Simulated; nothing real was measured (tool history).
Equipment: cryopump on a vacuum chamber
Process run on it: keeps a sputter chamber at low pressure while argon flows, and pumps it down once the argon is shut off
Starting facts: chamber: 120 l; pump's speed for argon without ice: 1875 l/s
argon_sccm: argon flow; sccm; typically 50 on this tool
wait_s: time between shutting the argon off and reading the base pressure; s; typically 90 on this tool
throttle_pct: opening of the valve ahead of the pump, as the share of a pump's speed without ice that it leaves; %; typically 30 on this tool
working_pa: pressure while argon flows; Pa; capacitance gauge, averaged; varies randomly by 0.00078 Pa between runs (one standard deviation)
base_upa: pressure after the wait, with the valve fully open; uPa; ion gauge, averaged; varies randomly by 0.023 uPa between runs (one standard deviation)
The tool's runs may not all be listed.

run	hour	argon_sccm	wait_s	throttle_pct	working_pa	base_upa
1	0.0	50	90	30	0.1537	1.37
2	43.9	50	90	30	0.1523	1.48
3	130.1	50	90	30	0.1545	1.53
4	175.8	50	90	54	0.0870	1.39
5	244.2	50	90	30	0.1552	1.47
6	308.1	50	90	30	0.1562	1.52
7	384.5	50	90	30	0.1569	1.51
8	434.6	50	90	30	0.1567	1.56
9	472.8	50	90	30	0.1589	1.57
10	550.6	50	90	30	0.1576	1.59
11	627.8	50	90	30	0.1589	1.60
12	674.8	90	90	19	0.4445	1.64
13	761.6	20	223	52	0.0383	1.29
14	823.9	20	223	52	0.0386	1.29
15	893.6	20	223	52	0.0390	1.29
16	975.8	83	37	31	0.2619	2.61
17	1049.9	83	37	31	0.2629	2.57

Below, each run's measurement less what the same run would have read without the hidden state. Both values contain the same run-to-run variation, but the gauge's scatter may not be the same in both:
Unlogged tool condition in this case: pump's speed, % of a pump's without ice; cold plate's temperature, K; leak into the chamber, uPa l/s; drift of the gauge itself on working_pa, %; drift of the gauge itself on base_upa, %.
run	working_pa	base_upa
1	+0.0029	+0.62
2	+0.0033	+0.66
3	+0.0041	+0.68
4	+0.0044	+0.67
5	+0.0050	+0.70
6	+0.0056	+0.73
7	+0.0062	+0.72
8	+0.0068	+0.77
9	+0.0071	+0.78
10	+0.0079	+0.80
11	+0.0086	+0.83
12	+0.0164	+0.86
13	+0.0040	+0.87
14	+0.0043	+0.89
15	+0.0046	+0.91
16	+0.0206	+0.94
17	+0.0221	+0.96
